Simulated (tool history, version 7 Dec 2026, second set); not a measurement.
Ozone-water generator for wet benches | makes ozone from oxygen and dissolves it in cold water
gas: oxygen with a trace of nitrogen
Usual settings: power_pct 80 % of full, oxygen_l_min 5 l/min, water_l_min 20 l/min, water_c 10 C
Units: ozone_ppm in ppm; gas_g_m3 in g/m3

Run 1, day 0: usual settings. Result: ozone_ppm 21 ppm, gas_g_m3 172.6 g/m3.
Run 2, day 2.312: usual settings. Result: ozone_ppm 21.2 ppm, gas_g_m3 173.6 g/m3.
Run 3, day 5.104: usual settings. Result: ozone_ppm 21.1 ppm, gas_g_m3 172.2 g/m3.
Run 4, day 8.058: usual settings. Result: ozone_ppm 21 ppm, gas_g_m3 171.2 g/m3.
Run 5, day 9.917: usual settings. Result: ozone_ppm 21 ppm, gas_g_m3 172.6 g/m3.
Run 6, day 11.342: usual settings. Result: ozone_ppm 20.8 ppm, gas_g_m3 171.8 g/m3.
Run 7, day 13.067: usual settings. Result: ozone_ppm 20.8 ppm, gas_g_m3 173.2 g/m3.
Run 8, day 15.733: usual settings. Result: ozone_ppm 20.7 ppm, gas_g_m3 172.3 g/m3.
Run 9, day 18.562: usual settings. Result: ozone_ppm 21 ppm, gas_g_m3 171.3 g/m3.
Run 10, day 20.371: usual settings but water_l_min 12 l/min. Result: ozone_ppm 31.3 ppm, gas_g_m3 170.6 g/m3.
Run 11, day 22.671: usual settings but power_pct 82 % of full, water_l_min 12 l/min. Result: ozone_ppm 31.7 ppm, gas_g_m3 173 g/m3.
Run 12, day 25.142: usual settings but power_pct 82 % of full, water_l_min 12 l/min. Result: ozone_ppm 31.7 ppm, gas_g_m3 174.5 g/m3.
Run 13, day 27.417: usual settings but power_pct 82 % of full, water_l_min 12 l/min. Result: ozone_ppm 31.6 ppm, gas_g_m3 174.3 g/m3.
Run 14, day 29.771: usual settings. Result: ozone_ppm 20.9 ppm, gas_g_m3 171.7 g/m3.
Run 15, day 32.667: usual settings. Result: ozone_ppm 20.7 ppm, gas_g_m3 170.3 g/m3.
Run 16, day 35.658: usual settings but power_pct 42 % of full, oxygen_l_min 3.65 l/min, water_l_min 15 l/min, water_c 12 C. Result: ozone_ppm 17.3 ppm, gas_g_m3 136.8 g/m3.
Run 17, day 37.733: usual settings but power_pct 42 % of full, oxygen_l_min 3.65 l/min, water_l_min 15 l/min, water_c 12 C. Result: ozone_ppm 17.3 ppm, gas_g_m3 135.7 g/m3.
Run 18, day 40.612: usual settings but oxygen_l_min 6.21 l/min, water_l_min 31 l/min, water_c 15 C. Result: ozone_ppm 12.9 ppm, gas_g_m3 150.2 g/m3.
Run 19, day 42.767: usual settings but oxygen_l_min 6.21 l/min, water_l_min 31 l/min, water_c 15 C. Result: ozone_ppm 13.3 ppm, gas_g_m3 149.8 g/m3.
Run 20, day 44.15: usual settings but oxygen_l_min 7.05 l/min, water_l_min 31 l/min, water_c 8 C. Result: ozone_ppm 14.2 ppm, gas_g_m3 138.5 g/m3.
Run 21, day 46.379: usual settings but power_pct 49 % of full, oxygen_l_min 7.05 l/min, water_l_min 31 l/min, water_c 8 C. Result: ozone_ppm 10.6 ppm, gas_g_m3 101.4 g/m3.
Run 22, day 47.929: usual settings but power_pct 49 % of full, oxygen_l_min 7.05 l/min, water_l_min 31 l/min, water_c 8 C. Result: ozone_ppm 10.3 ppm, gas_g_m3 100.8 g/m3.
Run 23, day 49.912: usual settings but power_pct 49 % of full, oxygen_l_min 7.05 l/min, water_l_min 31 l/min, water_c 7 C. Result: ozone_ppm 10.3 ppm, gas_g_m3 99.9 g/m3.
Run 24, day 51.654: usual settings but power_pct 99 % of full, water_l_min 13 l/min. Result: ozone_ppm 33.4 ppm, gas_g_m3 193 g/m3.
Run 25, day 54.042: usual settings but power_pct 77 % of full, oxygen_l_min 8.38 l/min, water_l_min 26 l/min, water_c 11 C. Result: ozone_ppm 15.6 ppm, gas_g_m3 121.7 g/m3.
Run 26, day 55.367: usual settings but power_pct 79 % of full, oxygen_l_min 2.56 l/min, water_l_min 18 l/min, water_c 6 C. Result: ozone_ppm 21.9 ppm, gas_g_m3 247.8 g/m3.
Run 27, day 56.654: usual settings but power_pct 79 % of full, oxygen_l_min 2.56 l/min, water_l_min 18 l/min, water_c 6 C. Result: ozone_ppm 22 ppm, gas_g_m3 247.8 g/m3.
Run 28, day 58.125: usual settings but power_pct 79 % of full, oxygen_l_min 2.56 l/min, water_l_min 18 l/min, water_c 6 C. Result: ozone_ppm 21.9 ppm, gas_g_m3 251.4 g/m3.
Run 29, day 59.508: usual settings but power_pct 61 % of full, oxygen_l_min 3.05 l/min. Result: ozone_ppm 16.6 ppm, gas_g_m3 190.6 g/m3.
Run 30, day 61.25: usual settings but power_pct 61 % of full, oxygen_l_min 7.11 l/min, water_l_min 15 l/min. Result: ozone_ppm 21.5 ppm, gas_g_m3 113.9 g/m3.

Taken out of this log: 1 entry between the listed runs. Where each belongs, and how the hidden state differs across it:
Between runs 15 and 16: water thermometer calibrated (day 32.896)
  yield of the discharge, % of new electrodes': 97.4 -> 97.3; true water temperature over the reading, C: 0.12 -> 0.05
  measured less the result without the state, ozone_ppm: -1.4 -> -0.8 ppm; gas_g_m3: -4.9 -> -2.5 g/m3
